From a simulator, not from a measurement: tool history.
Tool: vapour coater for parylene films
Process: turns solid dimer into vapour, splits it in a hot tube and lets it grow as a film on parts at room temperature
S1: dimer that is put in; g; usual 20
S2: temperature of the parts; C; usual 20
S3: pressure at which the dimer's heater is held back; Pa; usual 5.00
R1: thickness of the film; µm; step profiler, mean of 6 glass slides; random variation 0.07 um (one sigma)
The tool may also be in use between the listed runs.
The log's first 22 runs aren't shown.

run   hour  S1  S2    S3     R1
 23  268.3  30  16  2.19  15.05
 24  280.8  30  16  2.19  15.06
 25  287.6  30  16  2.39  15.08
 26  303.4  24  18  2.25  10.93
 27  313.9  20  12  9.13  10.49
 28  326.0  30  23  9.13   9.64
 29  335.6  30  23  9.13   9.64
 30  345.4  30  23  9.13   9.69
 31  359.9  30  23  9.13   9.62
 32  376.1  20  13  5.00  10.37

5 ways to go on from here, each from the tool as it stands after run 32. What would each give?
  A  388.3  12  27  8.55   ?
  B  388.3  19  20  5.00   ?
  C  388.3  11  13  2.53   ?
  D  388.3  12  13  3.27   ?
  E  388.3  10  12  3.65   ?

run    R1
  A  3.21
  B  7.33
  C  6.05
  D  6.47
  E  5.53
Without the tool's hidden state the same runs would have given:
run    R1
  A  3.52
  B  8.02
  C  6.63
  D  7.08
  E  6.05
